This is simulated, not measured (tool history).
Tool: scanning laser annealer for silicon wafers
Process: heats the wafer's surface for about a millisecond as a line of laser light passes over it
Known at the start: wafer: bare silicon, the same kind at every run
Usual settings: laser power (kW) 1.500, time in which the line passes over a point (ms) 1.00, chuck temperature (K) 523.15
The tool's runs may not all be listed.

run,hour,laser power (kW),time in which the line passes over a point (ms),chuck temperature (K),highest temperature of the surface (K)
1,0.0,1.500,1.00,523.15,1237.15
# hour 25.8: window over the wafer cleaned
2,36.1,1.500,1.08,523.15,1268.15
3,91.2,1.500,1.08,523.15,1267.15
4,133.5,1.500,1.08,523.15,1267.15
5,173.4,1.500,1.00,523.15,1237.15
6,228.1,1.500,0.76,523.15,1147.15
7,287.5,1.500,1.00,512.15,1230.15
8,343.8,1.500,1.00,523.15,1242.15
9,396.1,1.500,1.00,523.15,1237.15
10,434.3,1.500,1.00,523.15,1237.15
11,483.3,1.500,1.00,523.15,1236.15
12,533.1,1.500,1.00,523.15,1236.15
13,580.7,1.500,1.00,537.15,1252.15
14,624.2,1.500,1.00,523.15,1235.15
15,659.7,1.500,1.00,523.15,1239.15
16,702.6,1.500,1.00,523.15,1239.15
17,740.0,1.500,1.00,523.15,1237.15
18,771.6,1.462,0.92,551.15,1211.15
19,823.0,1.500,0.91,492.15,1176.15
20,870.9,1.291,0.81,525.15,1050.15
21,906.8,1.291,0.81,546.15,1069.15
22,940.7,1.571,1.24,497.15,1347.15
# hour 986.7: window over the wafer cleaned
23,1001.4,1.571,1.24,497.15,1347.15
24,1053.9,1.571,1.24,497.15,1345.15
25,1106.0,1.571,1.24,497.15,1346.15
26,1146.4,1.500,0.73,489.15,1098.15
# hour 1176.1: optics aligned, line set to its width
27,1183.7,1.287,0.74,523.15,1024.15
28,1215.4,1.287,0.74,523.15,1022.15
29,1262.2,1.287,0.91,531.15,1087.15

Forecast each of these 4 alternatives for the next run:
A,1301.5,1.287,0.86,531.15,?
B,1301.5,1.535,0.86,488.15,?
C,1301.5,1.500,0.97,486.15,?
D,1301.5,1.554,1.00,523.15,?

run,highest temperature of the surface (K)
A,1071.15
B,1168.15
C,1188.15
D,1277.15
Without the tool's hidden state the same runs would have given:
run,highest temperature of the surface (K)
A,1071.15
B,1168.15
C,1188.15
D,1278.15

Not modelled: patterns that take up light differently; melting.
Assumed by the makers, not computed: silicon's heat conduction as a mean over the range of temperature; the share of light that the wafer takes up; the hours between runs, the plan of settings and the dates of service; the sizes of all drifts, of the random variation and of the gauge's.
